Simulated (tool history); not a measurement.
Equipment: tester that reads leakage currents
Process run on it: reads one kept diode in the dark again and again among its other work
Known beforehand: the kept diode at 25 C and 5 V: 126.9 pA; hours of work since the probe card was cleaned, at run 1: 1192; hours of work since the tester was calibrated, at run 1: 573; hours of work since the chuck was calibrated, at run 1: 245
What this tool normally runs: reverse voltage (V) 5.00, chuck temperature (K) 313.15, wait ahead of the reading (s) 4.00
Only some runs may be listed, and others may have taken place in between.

| run | day | reverse voltage (V) | chuck temperature (K) | wait ahead of the reading (s) | hours of work since the probe card was cleaned | hours of work since the tester was calibrated | hours of work since the chuck was calibrated | current that the tester gives (pA) |
|---|---|---|---|---|---|---|---|---|
| 1 | 0.000 | 5.00 | 313.15 | 4.00 | 1192 | 573 | 245 | 464.85 |
| 2 | 2.254 | 5.00 | 313.15 | 4.00 | 1228 | 609 | 281 | 467.64 |
|  | 3.683 | probe card cleaned and baked |
| 3 | 4.275 | 5.00 | 313.15 | 4.00 | 9 | 639 | 311 | 460.41 |
| 4 | 6.642 | 5.00 | 313.15 | 4.00 | 47 | 677 | 348 | 463.23 |
| 5 | 7.933 | 5.00 | 313.15 | 4.00 | 68 | 697 | 369 | 461.65 |
| 6 | 9.346 | 5.00 | 313.15 | 4.00 | 90 | 720 | 391 | 466.34 |
| 7 | 11.462 | 5.00 | 313.15 | 0.60 | 124 | 753 | 425 | 469.26 |
| 8 | 13.483 | 5.00 | 313.15 | 4.00 | 156 | 786 | 457 | 470.25 |
| 9 | 15.067 | 5.00 | 313.15 | 4.00 | 181 | 811 | 482 | 475.05 |
| 10 | 17.379 | 5.00 | 313.15 | 4.00 | 218 | 847 | 519 | 476.50 |
| 11 | 19.396 | 5.00 | 313.15 | 4.00 | 250 | 880 | 551 | 480.07 |
| 12 | 21.717 | 5.00 | 313.15 | 2.29 | 287 | 916 | 588 | 484.52 |
| 13 | 23.512 | 5.00 | 313.15 | 2.29 | 315 | 945 | 617 | 485.66 |
| 14 | 25.842 | 5.00 | 313.15 | 4.00 | 352 | 982 | 654 | 487.53 |
| 15 | 27.558 | 5.00 | 313.15 | 1.19 | 380 | 1009 | 681 | 492.49 |
| 16 | 28.912 | 5.00 | 316.15 | 4.00 | 401 | 1031 | 702 | 621.95 |
| 17 | 29.912 | 5.00 | 316.15 | 4.00 | 417 | 1047 | 718 | 620.52 |
| 18 | 31.946 | 5.00 | 313.15 | 4.00 | 449 | 1079 | 751 | 496.29 |
| 19 | 33.050 | 5.00 | 313.15 | 4.00 | 467 | 1097 | 768 | 500.42 |
| 20 | 34.550 | 5.00 | 313.15 | 4.00 | 491 | 1120 | 792 | 499.64 |
| 21 | 36.979 | 5.00 | 294.15 | 0.35 | 529 | 1159 | 831 | 112.47 |
| 22 | 38.121 | 1.07 | 326.15 | 0.63 | 547 | 1177 | 849 | 662.90 |
| 23 | 40.150 | 1.07 | 326.15 | 0.63 | 580 | 1209 | 881 | 660.11 |

Forecast run 24:
| 24 | 41.462 | 1.07 | 326.15 | 0.63 | 601 | 1230 | 902 | ? |

For run 24 the tool returned current that the tester gives (pA) 662.18.
Minus the tool's unlogged condition, the same run would have read current that the tester gives (pA) 578.34.
